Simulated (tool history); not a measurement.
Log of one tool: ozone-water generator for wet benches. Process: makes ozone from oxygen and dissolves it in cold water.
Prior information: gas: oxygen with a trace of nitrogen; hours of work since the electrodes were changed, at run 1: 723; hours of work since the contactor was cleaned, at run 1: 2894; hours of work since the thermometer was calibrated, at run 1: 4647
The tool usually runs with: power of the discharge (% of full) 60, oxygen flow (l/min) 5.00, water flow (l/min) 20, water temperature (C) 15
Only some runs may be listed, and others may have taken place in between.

run,day,power of the discharge (% of full),oxygen flow (l/min),water flow (l/min),water temperature (C),hours of work since the electrodes were changed,hours of work since the contactor was cleaned,hours of work since the thermometer was calibrated,dissolved ozone (ppm),ozone in the gas ahead of the water (g/m3)
1,0.000,60,5.00,20,15,723,2894,4647,13.5,149.0
2,2.375,60,5.00,20,15,775,2946,4699,13.7,150.4
3,4.138,60,5.00,20,15,814,2985,4738,13.5,149.1
4,6.300,60,5.00,20,13,861,3032,4785,13.8,150.9
5,8.558,60,5.00,20,15,911,3081,4835,13.6,149.1
6,11.200,80,5.00,20,15,969,3139,4893,17.2,190.7
7,12.854,80,5.00,20,15,1005,3176,4929,17.2,192.7
8,14.708,60,5.00,13,8,1046,3216,4970,20.7,148.9
9,17.346,60,5.00,13,8,1104,3274,5027,20.7,148.3
10,19.742,97,2.73,13,9,1156,3327,5080,31.9,331.5
11,21.475,70,5.00,25,16,1194,3365,5118,12.5,171.8
12,23.012,60,4.55,20,15,1228,3399,5152,13.4,158.1
13,24.512,93,4.55,13,16,1261,3431,5185,27.1,229.7

Forecast each of these 4 alternatives for the next run:
A,26.462,93,2.59,13,16,1304,3474,5227,?,?
B,26.462,93,2.51,13,16,1304,3474,5227,?,?
C,26.462,93,4.87,13,16,1304,3474,5227,?,?
D,26.462,93,5.38,13,9,1304,3474,5227,?,?

run,dissolved ozone (ppm),ozone in the gas ahead of the water (g/m3)
A,28.3,325.5
B,28.1,335.4
C,27.6,221.3
D,29.7,207.7
What these runs would have given with no unlogged condition in the tool:
run,dissolved ozone (ppm),ozone in the gas ahead of the water (g/m3)
A,28.4,325.8
B,28.2,335.7
C,27.6,221.5
D,29.7,207.8
